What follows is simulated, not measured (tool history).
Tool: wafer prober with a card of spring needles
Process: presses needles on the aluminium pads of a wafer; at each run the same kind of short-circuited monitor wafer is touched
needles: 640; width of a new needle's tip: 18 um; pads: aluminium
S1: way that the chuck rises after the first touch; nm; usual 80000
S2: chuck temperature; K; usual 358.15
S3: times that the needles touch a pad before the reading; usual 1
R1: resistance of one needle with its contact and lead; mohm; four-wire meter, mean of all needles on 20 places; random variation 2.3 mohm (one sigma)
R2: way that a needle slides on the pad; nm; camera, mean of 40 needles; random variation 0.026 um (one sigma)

run 1 hour=0 | S1=80000 S2=358.15 S3=1 | R1=251 R2=19930
-- hour=5.3 tips cleaned on abrasive film
run 2 hour=6.6 | S1=81000 S2=358.15 S3=1 | R1=255 R2=20160
run 3 hour=12.5 | S1=80000 S2=334.15 S3=1 | R1=246 R2=19950
run 4 hour=19.5 | S1=80000 S2=358.15 S3=1 | R1=254 R2=19950
-- hour=22.3 tips cleaned on abrasive film
run 5 hour=29.8 | S1=80000 S2=358.15 S3=1 | R1=251 R2=19930
run 6 hour=36.2 | S1=80000 S2=358.15 S3=1 | R1=250 R2=20010
-- hour=39.7 tips cleaned on abrasive film
run 7 hour=42.8 | S1=80000 S2=358.15 S3=1 | R1=252 R2=19950
run 8 hour=51.8 | S1=80000 S2=349.15 S3=1 | R1=251 R2=19990
-- hour=56.7 tips cleaned on abrasive film
run 9 hour=59.5 | S1=80000 S2=372.15 S3=1 | R1=253 R2=19950
run 10 hour=69.5 | S1=80000 S2=372.15 S3=1 | R1=258 R2=19940
-- hour=74.5 tips cleaned on abrasive film
run 11 hour=81.1 | S1=80000 S2=380.15 S3=1 | R1=255 R2=19980
run 12 hour=85.9 | S1=80000 S2=331.15 S3=1 | R1=249 R2=19980
-- hour=91.8 tips cleaned on abrasive film
run 13 hour=95.3 | S1=80000 S2=358.15 S3=1 | R1=254 R2=19950
run 14 hour=106.6 | S1=71000 S2=301.15 S3=1 | R1=240 R2=17660
-- hour=108.7 tips cleaned on abrasive film
run 15 hour=118.3 | S1=88000 S2=298.15 S3=1 | R1=235 R2=21940
-- hour=126.1 tips cleaned on abrasive film
run 16 hour=130.1 | S1=80000 S2=361.15 S3=1 | R1=254 R2=19960
run 17 hour=135.8 | S1=80000 S2=361.15 S3=1 | R1=251 R2=19950
-- hour=143.1 tips cleaned on abrasive film
run 18 hour=145.9 | S1=80000 S2=361.15 S3=1 | R1=259 R2=19950
run 19 hour=157.2 | S1=80000 S2=361.15 S3=1 | R1=255 R2=19910
-- hour=160 tips cleaned on abrasive film
-- hour=160.3 height of the first contact set anew
run 20 hour=165.5 | S1=93000 S2=315.15 S3=2 | R1=237 R2=23240
run 21 hour=171.3 | S1=93000 S2=315.15 S3=2 | R1=241 R2=23170
run 22 hour=176.3 | S1=93000 S2=315.15 S3=2 | R1=241 R2=23170
-- hour=177.9 tips cleaned on abrasive film
run 23 hour=183.9 | S1=85000 S2=312.15 S3=1 | R1=237 R2=21210
run 24 hour=193.7 | S1=85000 S2=312.15 S3=1 | R1=240 R2=21250
-- hour=195.3 tips cleaned on abrasive film
run 25 hour=202.1 | S1=85000 S2=312.15 S3=1 | R1=237 R2=21210
run 26 hour=206.9 | S1=80000 S2=358.15 S3=1 | R1=252 R2=19930

Forecast each of these 5 alternatives for the next run:
-- hour=212.4 tips cleaned on abrasive film
run A hour=215.4 | S1=80000 S2=358.15 S3=1 | R1=? R2=?
-- hour=212.4 tips cleaned on abrasive film
run B hour=215.4 | S1=61000 S2=358.15 S3=1 | R1=? R2=?
-- hour=212.4 tips cleaned on abrasive film
run C hour=215.4 | S1=97000 S2=391.15 S3=2 | R1=? R2=?
-- hour=212.4 tips cleaned on abrasive film
run D hour=215.4 | S1=80000 S2=371.15 S3=2 | R1=? R2=?
-- hour=212.4 tips cleaned on abrasive film
run E hour=215.4 | S1=94000 S2=316.15 S3=1 | R1=? R2=?

run=A R1=249 R2=19960
run=B R1=260 R2=15220
run=C R1=257 R2=24260
run=D R1=255 R2=19920
run=E R1=241 R2=23450
Without the tool's hidden state the same runs would have given:
run=A R1=249 R2=19960
run=B R1=260 R2=15220
run=C R1=257 R2=24260
run=D R1=255 R2=19920
run=E R1=241 R2=23450

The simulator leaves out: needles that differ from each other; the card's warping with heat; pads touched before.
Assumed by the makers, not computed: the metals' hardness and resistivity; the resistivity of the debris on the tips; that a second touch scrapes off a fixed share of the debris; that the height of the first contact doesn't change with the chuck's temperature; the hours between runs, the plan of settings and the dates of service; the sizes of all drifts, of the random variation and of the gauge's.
